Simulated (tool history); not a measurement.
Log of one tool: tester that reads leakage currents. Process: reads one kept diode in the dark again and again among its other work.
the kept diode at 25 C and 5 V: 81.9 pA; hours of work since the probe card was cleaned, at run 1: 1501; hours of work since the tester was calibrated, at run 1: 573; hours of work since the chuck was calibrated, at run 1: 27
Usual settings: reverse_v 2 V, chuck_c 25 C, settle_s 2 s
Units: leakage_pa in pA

| run | hour | reverse_v | chuck_c | settle_s | hours of work since the probe card was cleaned | hours of work since the tester was calibrated | hours of work since the chuck was calibrated | leakage_pa |
|---|---|---|---|---|---|---|---|---|
| 1 | 0 | 2 | 25 | 2 | 1501 | 573 | 27 | 60.85 |
| 2 | 23.5 | 2 | 25 | 2 | 1512 | 585 | 38 | 60.71 |
| 3 | 49.3 | 2 | 25 | 2 | 1525 | 598 | 51 | 60.82 |
| 4 | 77.4 | 2 | 25 | 2 | 1539 | 612 | 65 | 60.59 |
| 5 | 106.6 | 2 | 25 | 2 | 1554 | 627 | 80 | 60.02 |
| 6 | 135.9 | 2 | 25 | 2 | 1568 | 641 | 94 | 60.18 |
| 7 | 163.7 | 2 | 25 | 2 | 1582 | 655 | 108 | 60.17 |
| 8 | 180.2 | 2 | 25 | 0.46 | 1590 | 663 | 116 | 60.66 |
| 9 | 205.6 | 2 | 25 | 0.46 | 1603 | 676 | 129 | 60.2 |
| 10 | 222.6 | 2 | 25 | 0.72 | 1611 | 684 | 138 | 60.27 |
| 11 | 242.1 | 2 | 25 | 0.72 | 1621 | 694 | 147 | 60.02 |
|  | 253.3 | probe card cleaned and baked |
| 12 | 258.8 | 1.26 | 44 | 2.71 | 3 | 701 | 154 | 222.81 |
| 13 | 281.7 | 1.95 | 43 | 1.37 | 14 | 712 | 165 | 245.64 |
| 14 | 308 | 2.26 | 43 | 2.82 | 27 | 725 | 179 | 262.04 |
| 15 | 337.9 | 2 | 51 | 2 | 42 | 740 | 193 | 460.24 |
| 16 | 354.9 | 1.34 | 25 | 0.55 | 51 | 749 | 202 | 46.93 |
| 17 | 372.9 | 2 | 25 | 1.33 | 60 | 758 | 211 | 54.8 |
| 18 | 402.9 | 2 | 25 | 1.33 | 75 | 773 | 226 | 54.78 |
| 19 | 424.3 | 2 | 30 | 4.84 | 85 | 783 | 237 | 84.42 |
| 20 | 443.6 | 2 | 30 | 4.84 | 95 | 793 | 246 | 84.17 |
| 21 | 457.9 | 5.43 | 36 | 2 | 102 | 800 | 253 | 208.77 |
| 22 | 476.3 | 10.96 | 47 | 4.66 | 111 | 809 | 262 | 669.3 |

4 ways to go on from here, each from the tool as it stands after run 22. What would each give?
| A | 496.1 | 2 | 35 | 2 | 121 | 819 | 272 | ? |
| B | 496.1 | 5.43 | 43 | 0.88 | 121 | 819 | 272 | ? |
| C | 496.1 | 2.44 | 56 | 1.27 | 121 | 819 | 272 | ? |
| D | 496.1 | 4.41 | 25 | 2 | 121 | 819 | 272 | ? |

| run | leakage_pa |
|---|---|
| A | 128.13 |
| B | 367.17 |
| C | 713.96 |
| D | 75.14 |
Without the tool's hidden state the same runs would have given:
| run | leakage_pa |
|---|---|
| A | 133.87 |
| B | 382.81 |
| C | 743.5 |
| D | 78.14 |

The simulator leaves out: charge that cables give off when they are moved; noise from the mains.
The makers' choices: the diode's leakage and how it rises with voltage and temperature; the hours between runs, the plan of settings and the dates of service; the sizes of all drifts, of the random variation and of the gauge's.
